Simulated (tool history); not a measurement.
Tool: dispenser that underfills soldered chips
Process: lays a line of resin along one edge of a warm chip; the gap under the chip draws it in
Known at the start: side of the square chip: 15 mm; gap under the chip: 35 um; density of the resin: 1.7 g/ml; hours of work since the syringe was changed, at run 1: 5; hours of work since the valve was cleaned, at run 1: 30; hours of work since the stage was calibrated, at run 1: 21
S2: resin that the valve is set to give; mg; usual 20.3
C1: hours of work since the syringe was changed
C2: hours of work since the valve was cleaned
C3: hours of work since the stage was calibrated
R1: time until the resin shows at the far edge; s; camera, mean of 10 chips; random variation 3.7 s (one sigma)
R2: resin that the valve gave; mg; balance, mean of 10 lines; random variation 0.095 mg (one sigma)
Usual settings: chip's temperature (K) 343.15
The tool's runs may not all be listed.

Run 1, hour 0: usual settings; C1 5; C2 30; C3 21. Result: R1 454 s, R2 19.76 mg.
At hour 1.1: new syringe of resin.
Run 2, hour 8.2: usual settings; C1 5; C2 36; C3 27. Result: R1 466.1 s, R2 19.7 mg.
At hour 9.7: new syringe of resin.
Run 3, hour 15.9: usual settings; C1 5; C2 42; C3 32. Result: R1 458.1 s, R2 19.47 mg.
At hour 17.7: new syringe of resin.
Run 4, hour 20.9: usual settings; C1 2; C2 45; C3 36. Result: R1 412.7 s, R2 19.51 mg.
At hour 25.8: new syringe of resin.
Run 5, hour 27: usual settings but chip's temperature (K) 333.15; C1 1; C2 50; C3 40. Result: R1 657.9 s, R2 19.3 mg.
Run 6, hour 31.4: usual settings but S2 23.7 mg; C1 4; C2 53; C3 43. Result: R1 437.8 s, R2 22.5 mg.
At hour 34.5: new syringe of resin.
Run 7, hour 35.9: usual settings but S2 19.9 mg; C1 1; C2 56; C3 46. Result: R1 392.6 s, R2 18.94 mg.
At hour 42.9: new syringe of resin.
Run 8, hour 45.7: usual settings but S2 19.9 mg; C1 2; C2 63; C3 53. Result: R1 407.2 s, R2 18.66 mg.
At hour 50.9: new syringe of resin.
Run 9, hour 53.7: usual settings; C1 2; C2 69; C3 59. Result: R1 404.9 s, R2 19.02 mg.
At hour 59.2: new syringe of resin.
Run 10, hour 62.8: usual settings; C1 3; C2 75; C3 66. Result: R1 421.7 s, R2 18.9 mg.
At hour 67.2: new syringe of resin.
Run 11, hour 67.7: usual settings but chip's temperature (K) 353.15; C1 0; C2 79; C3 69. Result: R1 223.5 s, R2 18.82 mg.
Run 12, hour 73: usual settings but chip's temperature (K) 332.15; C1 4; C2 83; C3 73. Result: R1 839.7 s, R2 18.69 mg.

The next listed run, before its measurement:
At hour 75.5: new syringe of resin.
Run 13, hour 77.8: usual settings but chip's temperature (K) 352.15, S2 20.8 mg; C1 2; C2 86; C3 76. Result: R1 ?, R2 ?.

{"run 13": {"R1": 251.4, "R2": 18.98}}
Without the tool's hidden state the same run would have given R1 233.2 s, R2 20.72 mg.
